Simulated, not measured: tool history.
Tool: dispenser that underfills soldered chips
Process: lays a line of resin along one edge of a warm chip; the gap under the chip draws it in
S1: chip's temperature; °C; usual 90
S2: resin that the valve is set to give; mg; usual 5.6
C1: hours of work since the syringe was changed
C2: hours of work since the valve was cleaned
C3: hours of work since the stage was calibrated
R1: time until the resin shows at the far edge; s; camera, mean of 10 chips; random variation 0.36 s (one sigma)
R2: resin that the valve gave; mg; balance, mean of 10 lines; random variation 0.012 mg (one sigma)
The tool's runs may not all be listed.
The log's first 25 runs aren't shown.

run	hour	S1	S2	C1	C2	C3	R1	R2
26	134.8	95	5.5	6	24	169	22.7	5.42
# hour 136.9: new syringe of resin
27	141.8	95	6.02	4	29	173	20.9	5.92
28	146.4	95	6.02	7	32	177	22.9	5.92
# hour 148.1: new syringe of resin
29	151.5	77	5.6	2	35	180	33.6	5.47
30	158.3	90	5.72	7	40	185	27.3	5.59
# hour 159: new syringe of resin
31	165.2	97	5.6	4	45	190	20.2	5.44
32	169.3	100	6.93	7	48	193	20.1	6.75
# hour 170.1: new syringe of resin
33	173.5	82	6.36	2	51	196	27.8	6.17
# hour 179.4: dispensing valve cleaned and set on the balance
34	180.1	99	5.55	6	0	199	19.5	5.52
# hour 182.2: new syringe of resin
35	183.9	81	5.55	1	3	202	27.8	5.55
36	189.3	89	5.6	5	7	206	25.8	5.58

Forecast each of these 4 alternatives for the next run:
# hour 193.2: new syringe of resin
A	194.5	81	5.6	1	10	209	?	?
# hour 193.2: new syringe of resin
B	194.5	78	5.58	1	10	209	?	?
# hour 193.2: new syringe of resin
C	194.5	83	6.83	1	10	209	?	?
# hour 193.2: new syringe of resin
D	194.5	79	5.48	1	10	209	?	?

run	R1	R2
A	27.4	5.57
B	30	5.55
C	24.9	6.8
D	29.8	5.46
Without the tool's hidden state the same runs would have given:
run	R1	R2
A	28	5.6
B	30.6	5.58
C	25.4	6.84
D	30.4	5.49
